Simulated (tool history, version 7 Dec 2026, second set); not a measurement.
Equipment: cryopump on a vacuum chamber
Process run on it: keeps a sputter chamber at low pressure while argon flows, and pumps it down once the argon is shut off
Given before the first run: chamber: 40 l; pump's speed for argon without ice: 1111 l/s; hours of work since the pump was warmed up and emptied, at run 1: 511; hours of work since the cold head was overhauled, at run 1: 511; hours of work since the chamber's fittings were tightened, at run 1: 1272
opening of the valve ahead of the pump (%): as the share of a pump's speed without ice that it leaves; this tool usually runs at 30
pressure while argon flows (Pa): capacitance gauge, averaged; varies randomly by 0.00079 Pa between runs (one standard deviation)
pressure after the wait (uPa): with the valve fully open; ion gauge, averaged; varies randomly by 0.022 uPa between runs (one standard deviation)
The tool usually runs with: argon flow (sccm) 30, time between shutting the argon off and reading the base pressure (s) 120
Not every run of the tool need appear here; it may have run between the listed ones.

run,hour,argon flow (sccm),time between shutting the argon off and reading the base pressure (s),opening of the valve ahead of the pump (%),hours of work since the pump was warmed up and emptied,hours of work since the cold head was overhauled,hours of work since the chamber's fittings were tightened,pressure while argon flows (Pa),pressure after the wait (uPa)
1,0,30,120,30,511,511,1272,0.1572,0.95
2,25.3,17,120,30,533,533,1294,0.0894,0.99
3,43.3,17,120,30,548,548,1309,0.0896,1.03
4,69.4,17,120,30,570,570,1331,0.0888,1.07
5,92.4,17,20,30,589,589,1351,0.0897,2.58
6,104.5,17,20,30,600,600,1361,0.09,2.61
7,123.4,17,20,30,616,616,1377,0.0898,2.6
8,151.8,30,120,30,640,640,1401,0.1585,1.04
9,165.1,30,120,30,651,651,1412,0.1593,1.04
10,188.8,30,27,30,671,671,1432,0.1596,2.2
11,201.3,30,120,31,681,681,1443,0.1538,1.05
12,228.6,30,120,31,705,705,1466,0.1557,1.08
13,252.7,30,120,31,725,725,1486,0.156,1.1
14,265.8,30,120,31,736,736,1497,0.1554,1.14
15,294.9,30,120,31,761,761,1522,0.155,1.09
16,322.6,30,120,44,784,784,1545,0.113,1.13
17,350.3,30,120,30,808,808,1569,0.1615,1.18
18,370.5,15,90,30,825,825,1586,0.0804,1.24
19,383.1,18,120,30,835,835,1596,0.0963,1.15
20,408.8,30,121,53,857,857,1618,0.0965,1.16
21,432,37,53,19,877,877,1638,0.3085,1.62
22,450.2,13,27,35,892,892,1653,0.0609,2.23
23,466.9,13,27,35,906,906,1667,0.0607,2.27
24,495.1,20,120,27,930,930,1691,0.1201,1.16
25,519.9,30,136,30,951,951,1712,0.1626,1.13
26,545.7,30,136,30,973,973,1734,0.1624,1.15
27,569.3,30,136,30,993,993,1754,0.164,1.22
28,590.5,19,120,30,1011,1011,1772,0.1035,1.2
29,610.2,34,120,30,1027,1027,1788,0.1866,1.29
30,637.4,34,120,30,1050,1050,1811,0.1863,1.31
31,665.4,48,180,30,1074,1074,1835,0.263,1.17
32,680.6,30,120,20,1087,1087,1848,0.2409,1.3
33,705.9,19,120,29,1108,1108,1869,0.1086,1.29

Below, some changes in pressure while argon flows (Pa) between adjacent runs. For each, the amount present without the hidden state too (settings, incoming material, random variation) and the amount remaining for the hidden state with gauge scatter not shared by both compared results:
Hidden state present: pump's speed, % of a pump's without ice; cold plate's temperature, K; leak into the chamber, uPa l/s; drift of the gauge itself on working_pa, %; drift of the gauge itself on base_upa, %.
Run 20 -> 21: argon flow (sccm) 30 -> 37, time between shutting the argon off and reading the base pressure (s) 121 -> 53, opening of the valve ahead of the pump (%) 53 -> 19. pressure while argon flows (Pa) +0.212: hidden state +0.0025, all else +0.2095.
Run 21 -> 22: argon flow (sccm) 37 -> 13, time between shutting the argon off and reading the base pressure (s) 53 -> 27, opening of the valve ahead of the pump (%) 19 -> 35. pressure while argon flows (Pa) -0.2476: hidden state -0.0079, all else -0.2397.
Run 30 -> 31: argon flow (sccm) 34 -> 48, time between shutting the argon off and reading the base pressure (s) 120 -> 180. pressure while argon flows (Pa) +0.0767: hidden state +0.0065, all else +0.0702.
Run 31 -> 32: argon flow (sccm) 48 -> 30, time between shutting the argon off and reading the base pressure (s) 180 -> 120, opening of the valve ahead of the pump (%) 30 -> 20. pressure while argon flows (Pa) -0.0221: hidden state -0.0076, all else -0.0145.
Run 32 -> 33: argon flow (sccm) 30 -> 19, opening of the valve ahead of the pump (%) 20 -> 29. pressure while argon flows (Pa) -0.1323: hidden state -0.0046, all else -0.1277.
